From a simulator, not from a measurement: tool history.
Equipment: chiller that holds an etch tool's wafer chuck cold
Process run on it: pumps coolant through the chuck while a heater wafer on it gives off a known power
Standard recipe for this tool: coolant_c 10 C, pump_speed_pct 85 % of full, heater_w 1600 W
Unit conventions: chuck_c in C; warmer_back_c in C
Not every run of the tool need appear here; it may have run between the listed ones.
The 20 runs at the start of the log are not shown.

run,hour,coolant_c,pump_speed_pct,heater_w,chuck_c,warmer_back_c
21,3366.4,16,62,1669,39.9,6.02
22,3580.6,16,62,1669,39.9,6.07
23,3797.1,16,62,1669,40.3,6.05
24,3901.1,2,68,976,14.9,3.18
# hour 4000.3: chiller's thermometer calibrated
25,4129.1,5,90,1600,22.8,3.84
26,4231.5,5,90,1600,23,3.87
27,4342.5,5,90,1600,22.9,3.81
28,4490.9,5,90,1600,23.1,3.85
29,4598.1,12,67,1860,38.7,6.29
30,4788.4,18,69,1600,40.7,5.19
31,4883.8,11,85,1114,24.1,2.88

What if the next run were any one of these 5? Each begins from the tool's condition after run 31:
A,4996.3,10,79,1600,?,?
B,4996.3,17,65,1661,?,?
C,4996.3,10,85,1852,?,?
D,4996.3,10,91,1600,?,?
E,4996.3,10,85,1509,?,?

run,chuck_c,warmer_back_c
A,30.5,4.48
B,41.8,5.78
C,32.2,4.79
D,28.1,3.86
E,28,3.93
Without the tool's hidden state the same runs would have given:
run,chuck_c,warmer_back_c
A,26.9,4.29
B,37.4,5.53
C,28.2,4.59
D,24.9,3.7
E,24.8,3.76
